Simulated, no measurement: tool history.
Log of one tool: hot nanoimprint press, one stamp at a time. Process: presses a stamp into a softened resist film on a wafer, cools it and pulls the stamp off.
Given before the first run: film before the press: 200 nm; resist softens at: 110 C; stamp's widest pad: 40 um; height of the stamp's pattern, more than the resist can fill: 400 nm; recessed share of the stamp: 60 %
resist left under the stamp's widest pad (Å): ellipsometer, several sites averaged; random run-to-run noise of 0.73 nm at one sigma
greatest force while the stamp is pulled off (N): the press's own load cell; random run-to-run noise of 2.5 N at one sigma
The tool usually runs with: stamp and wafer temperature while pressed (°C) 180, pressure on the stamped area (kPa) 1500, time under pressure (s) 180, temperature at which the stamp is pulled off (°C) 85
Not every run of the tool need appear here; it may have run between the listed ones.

run,hour,stamp and wafer temperature while pressed (°C),pressure on the stamped area (kPa),time under pressure (s),temperature at which the stamp is pulled off (°C),resist left under the stamp's widest pad (Å),greatest force while the stamp is pulled off (N)
1,0,180,1500,180,85,905,113
2,19,177,1500,180,85,1042,112
3,52.4,177,1970,180,85,937,115
4,86.8,177,1970,180,85,937,113
5,114.9,177,1970,180,85,940,112
6,147,177,1970,180,85,929,116
7,167.7,177,1970,180,85,929,112
8,193.3,180,1500,180,82,895,120
# hour 218.7: stamp cleaned and given a new release coat
# hour 225.7: plate thermocouple calibrated
9,225.7,169,1500,180,85,1496,114
10,241.1,169,1500,180,82,1504,117
11,257,169,1500,180,82,1512,116
12,279.6,169,1500,180,85,1492,112
13,304.5,169,1500,180,75,1503,128
14,328.2,169,1500,180,75,1504,126
15,342.7,169,1500,180,75,1503,126
16,367.7,169,1500,180,75,1508,128
17,385.2,169,1500,180,75,1498,127
18,410.3,172,1030,193,72,1466,134
19,430.9,189,1500,305,74,427,131
20,446.4,172,1150,147,88,1518,109
21,465.4,172,1150,307,88,1245,113
22,484.6,189,1150,307,82,495,116
# hour 492: stamp cleaned and given a new release coat
23,518.5,189,2040,265,81,383,116
24,543.5,189,2040,265,81,380,117
25,560.2,189,2040,265,91,397,107
26,578.2,189,2040,265,91,388,110
27,595.1,189,2040,265,90,393,108
28,619.9,175,2040,180,90,1030,106
29,654,172,1410,130,84,1491,112

3 options for the next run, each taken on its own from the tool as it stands now. Forecast them:
A,670.6,172,1410,279,84,?,?
B,670.6,190,1270,130,71,?,?
C,670.6,180,1500,93,82,?,?

run,resist left under the stamp's widest pad (Å),greatest force while the stamp is pulled off (N)
A,1205,114
B,639,135
C,1134,117
Had the tool no hidden state, the same runs would have come out as:
run,resist left under the stamp's widest pad (Å),greatest force while the stamp is pulled off (N)
A,1207,112
B,641,134
C,1136,115
